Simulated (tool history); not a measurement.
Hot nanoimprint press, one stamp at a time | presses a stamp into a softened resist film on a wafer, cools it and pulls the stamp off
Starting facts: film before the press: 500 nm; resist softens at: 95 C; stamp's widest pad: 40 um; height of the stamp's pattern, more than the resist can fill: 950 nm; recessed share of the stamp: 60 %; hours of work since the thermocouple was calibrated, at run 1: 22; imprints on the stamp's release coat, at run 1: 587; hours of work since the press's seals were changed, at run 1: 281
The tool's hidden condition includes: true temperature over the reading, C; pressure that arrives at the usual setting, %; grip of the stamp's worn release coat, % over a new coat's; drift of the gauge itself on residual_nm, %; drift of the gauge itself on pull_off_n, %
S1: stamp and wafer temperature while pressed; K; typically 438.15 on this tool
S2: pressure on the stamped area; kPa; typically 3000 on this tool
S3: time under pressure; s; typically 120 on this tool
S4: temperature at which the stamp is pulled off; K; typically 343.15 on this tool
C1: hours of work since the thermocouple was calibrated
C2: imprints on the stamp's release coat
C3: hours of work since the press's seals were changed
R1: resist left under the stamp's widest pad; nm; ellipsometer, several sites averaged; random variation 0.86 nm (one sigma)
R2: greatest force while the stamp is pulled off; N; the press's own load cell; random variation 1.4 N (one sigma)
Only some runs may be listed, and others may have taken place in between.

run	hour	S1	S2	S3	S4	C1	C2	C3	R1	R2
1	0	438.15	3000	120	343.15	22	587	281	196.1	235
2	5.7	438.15	3000	120	343.15	26	603	285	196.9	233
3	11.8	438.15	3000	120	343.15	29	620	289	196.5	234
4	17	438.15	3000	69	343.15	32	634	292	243.6	237
5	29.4	438.15	3000	120	343.15	40	668	299	196.7	234
6	36.7	438.15	3000	120	343.15	44	689	303	196.6	237
7	47	439.15	3000	120	343.15	50	717	309	185.2	238
8	53.2	439.15	3000	120	343.15	54	734	313	185.8	236
9	61.1	439.15	3000	120	331.15	59	756	318	185.6	273
10	72.7	439.15	3000	120	331.15	65	788	325	184.4	269
11	83.9	445.15	4310	120	331.15	72	819	332	107.9	272
12	91.4	432.15	4310	120	335.15	77	840	336	238.5	260
13	103.2	432.15	2100	120	345.15	84	872	343	313.1	231
14	112.9	437.15	4320	120	339.15	90	899	349	177	250
15	124	437.15	4320	120	342.15	96	929	355	176.6	240
16	129.7	444.15	4610	128	344.15	100	945	359	108	232
17	135.2	436.15	4160	107	336.15	103	961	362	200.9	256
18	141.1	443.15	3670	120	343.15	106	977	366	133.1	237
19	147.4	444.15	3000	120	349.15	110	994	369	137.9	219

5 options for the next run, each taken on its own from the tool as it stands now. Forecast them:
A	160	436.15	3000	120	328.15	118	1029	377	?	?
B	160	438.15	3000	89	338.15	118	1029	377	?	?
C	160	430.15	3110	206	343.15	118	1029	377	?	?
D	160	438.15	4690	180	335.15	118	1029	377	?	?
E	160	438.15	3540	120	343.15	118	1029	377	?	?

run	R1	R2
A	221.7	281
B	222.5	252
C	253.5	239
D	132.5	257
E	180.9	237
Had the tool no hidden state, the same runs would have come out as:
run	R1	R2
A	221.8	280
B	222.6	252
C	253.7	238
D	132.6	256
E	181	236
